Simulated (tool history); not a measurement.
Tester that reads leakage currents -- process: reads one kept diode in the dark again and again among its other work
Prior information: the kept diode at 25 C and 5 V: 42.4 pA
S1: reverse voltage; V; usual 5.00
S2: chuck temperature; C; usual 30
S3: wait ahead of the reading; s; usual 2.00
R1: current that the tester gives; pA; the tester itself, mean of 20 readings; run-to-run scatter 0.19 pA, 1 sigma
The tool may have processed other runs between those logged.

run 1 day=0.000 | S1=5.00 S2=30 S3=2.00 | R1=74.75
run 2 day=7.525 | S1=5.00 S2=30 S3=2.00 | R1=75.10
run 3 day=12.117 | S1=5.00 S2=30 S3=2.00 | R1=75.38
-- day=15.938 probe card cleaned and baked
run 4 day=20.325 | S1=1.64 S2=30 S3=2.00 | R1=40.24
run 5 day=29.392 | S1=5.00 S2=30 S3=2.00 | R1=79.73
run 6 day=37.008 | S1=5.00 S2=30 S3=2.27 | R1=79.94
run 7 day=42.454 | S1=5.00 S2=30 S3=2.27 | R1=79.99
-- day=43.175 probe card cleaned and baked, once more
run 8 day=47.712 | S1=5.00 S2=30 S3=2.27 | R1=61.70
run 9 day=55.317 | S1=5.00 S2=30 S3=2.27 | R1=62.61
run 10 day=60.767 | S1=1.22 S2=30 S3=2.00 | R1=29.44
run 11 day=66.975 | S1=15.33 S2=30 S3=2.00 | R1=116.88
run 12 day=72.875 | S1=7.77 S2=22 S3=0.44 | R1=48.89
run 13 day=78.633 | S1=7.77 S2=22 S3=0.44 | R1=49.72
run 14 day=85.733 | S1=7.77 S2=22 S3=0.44 | R1=50.23
run 15 day=90.162 | S1=5.00 S2=35 S3=2.00 | R1=90.76
run 16 day=95.629 | S1=5.00 S2=35 S3=9.84 | R1=90.70
run 17 day=99.408 | S1=5.00 S2=35 S3=3.44 | R1=90.29
run 18 day=107.788 | S1=5.00 S2=48 S3=0.63 | R1=219.04
run 19 day=113.242 | S1=11.02 S2=39 S3=0.80 | R1=187.60

Hidden state or all else? Some run-to-run changes of R1, split into what the settings, what came in and random variation would give without the hidden state, and what is left for the hidden state (with any gauge scatter that isn't in both results):
Hidden state present: stray current of the dirty probe card, pA a volt; current scale over the true one, %; true chuck temperature over the reading, C; drift of the gauge itself on leakage_pa, %.
Run 7 -> 8: probe card cleaned and baked, once more. R1 -18.29 pA: hidden state -17.97, all else -0.32.
Run 17 -> 18: S2 35 -> 48, S3 3.44 -> 0.63. R1 +128.75 pA: hidden state -5.47, all else +134.22.
